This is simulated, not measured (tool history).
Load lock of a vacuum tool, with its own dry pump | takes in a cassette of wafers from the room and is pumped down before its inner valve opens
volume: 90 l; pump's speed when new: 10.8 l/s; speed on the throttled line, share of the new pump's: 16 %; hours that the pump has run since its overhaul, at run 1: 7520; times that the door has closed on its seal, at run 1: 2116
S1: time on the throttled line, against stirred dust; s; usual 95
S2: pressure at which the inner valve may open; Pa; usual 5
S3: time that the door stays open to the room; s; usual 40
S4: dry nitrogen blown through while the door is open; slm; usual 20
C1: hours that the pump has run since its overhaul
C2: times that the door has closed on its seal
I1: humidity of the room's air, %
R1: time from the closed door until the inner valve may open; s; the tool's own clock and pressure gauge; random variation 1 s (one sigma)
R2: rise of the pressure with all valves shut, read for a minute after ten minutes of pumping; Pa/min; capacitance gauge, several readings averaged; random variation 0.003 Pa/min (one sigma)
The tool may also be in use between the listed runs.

run	hour	S1	S2	S3	S4	C1	C2	I1	R1	R2
1	0.0	95	5	40	20	7520	2116	45.5	170.8	0.022
2	229.4	95	5	40	20	7749	2817	43.9	170.2	0.027
3	429.7	95	5	40	20	7950	3429	44.9	170.6	0.021
4	579.8	95	5	40	20	8100	3887	44.5	172.2	0.029
5	894.0	95	5	40	20	8414	4846	49.8	172.1	0.037
6	1231.9	95	5	40	20	8752	5878	46.8	171.0	0.039
7	1399.7	95	5	40	20	8920	6390	46.1	171.8	0.041
8	1718.7	95	5	40	20	9239	7364	44.3	172.8	0.053
9	2000.9	95	7	129	9	9521	8226	44.0	168.7	0.069

Run 10 comes next. What will it give?
10	2295.3	109	5	40	20	9815	9125	47.1	?	?

{"run 10": {"R1": 184.5, "R2": 0.058}}
Without the tool's hidden state the same run would have given R1 175.3 s, R2 0.017 Pa/min.
